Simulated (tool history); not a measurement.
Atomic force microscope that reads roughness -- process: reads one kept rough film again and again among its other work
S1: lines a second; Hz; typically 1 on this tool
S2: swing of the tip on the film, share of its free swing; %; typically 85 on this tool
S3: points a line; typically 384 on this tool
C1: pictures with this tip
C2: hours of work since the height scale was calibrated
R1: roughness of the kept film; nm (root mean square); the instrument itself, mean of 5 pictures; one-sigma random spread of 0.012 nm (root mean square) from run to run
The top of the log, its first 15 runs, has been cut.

Run 16, day 12.396: usual settings but S1 3.55 Hz, S2 63 %; C1 304; C2 374. Result: R1 2.506 nm (root mean square).
Run 17, day 13.158: usual settings but S1 3.55 Hz, S2 63 %; C1 331; C2 382. Result: R1 2.485 nm (root mean square).
Run 18, day 13.675: usual settings but S1 0.75 Hz, S2 60 %, S3 952; C1 349; C2 387. Result: R1 2.61 nm (root mean square).
Run 19, day 14.242: usual settings but S1 1.36 Hz, S2 60 %, S3 636; C1 368; C2 393. Result: R1 2.585 nm (root mean square).
At day 15.142: new tip fitted.
Run 20, day 15.4: usual settings but S1 1.36 Hz, S2 67 %, S3 576; C1 8; C2 404. Result: R1 2.839 nm (root mean square).
Run 21, day 16.183: usual settings but S1 1.36 Hz, S2 67 %, S3 502; C1 36; C2 412. Result: R1 2.823 nm (root mean square).
Run 22, day 17.329: usual settings but S1 1.36 Hz, S2 67 %, S3 502; C1 75; C2 423. Result: R1 2.768 nm (root mean square).
Run 23, day 17.867: usual settings but S1 0.72 Hz, S2 66 %, S3 776; C1 94; C2 428. Result: R1 2.797 nm (root mean square).
Run 24, day 18.671: usual settings but S1 1.71 Hz, S2 80 %, S3 792; C1 121; C2 436. Result: R1 2.63 nm (root mean square).
Run 25, day 19.225: usual settings but S2 68 %; C1 141; C2 442. Result: R1 2.743 nm (root mean square).
Run 26, day 19.962: usual settings but S2 65 %; C1 166; C2 449. Result: R1 2.724 nm (root mean square).
Run 27, day 20.462: usual settings but S1 0.67 Hz, S2 65 %; C1 183; C2 454. Result: R1 2.727 nm (root mean square).
Run 28, day 21.112: usual settings but S1 0.67 Hz, S2 65 %; C1 206; C2 461. Result: R1 2.725 nm (root mean square).
Run 29, day 21.946: usual settings but S2 80 %; C1 235; C2 469. Result: R1 2.616 nm (root mean square).
Run 30, day 22.925: usual settings but S1 1.78 Hz, S2 84 %; C1 269; C2 479. Result: R1 2.439 nm (root mean square).
Run 31, day 23.862: usual settings but S1 1.78 Hz, S2 84 %; C1 301; C2 488. Result: R1 2.41 nm (root mean square).
Run 32, day 24.912: usual settings but S1 1.79 Hz, S2 61 %, S3 304; C1 337; C2 499. Result: R1 2.581 nm (root mean square).

Consider 3 possible next runs. They are alternatives, not a sequence: every one starts from the tool as it was left by run 32. What does each give?
Run A, day 25.438: usual settings but S1 0.62 Hz, S2 72 %, S3 680; C1 355; C2 504. Result: R1 ?.
Run B, day 25.438: usual settings but S1 3.63 Hz, S2 61 %, S3 312; C1 355; C2 504. Result: R1 ?.
Run C, day 25.438: usual settings but S1 1.79 Hz, S2 79 %, S3 290; C1 355; C2 504. Result: R1 ?.

run     R1
  A    2.6
  B  2.491
  C  2.412
With the hidden condition removed and each run's random variation left untouched, the same runs would have given:
run     R1
  A  2.913
  B   2.79
  C  2.702
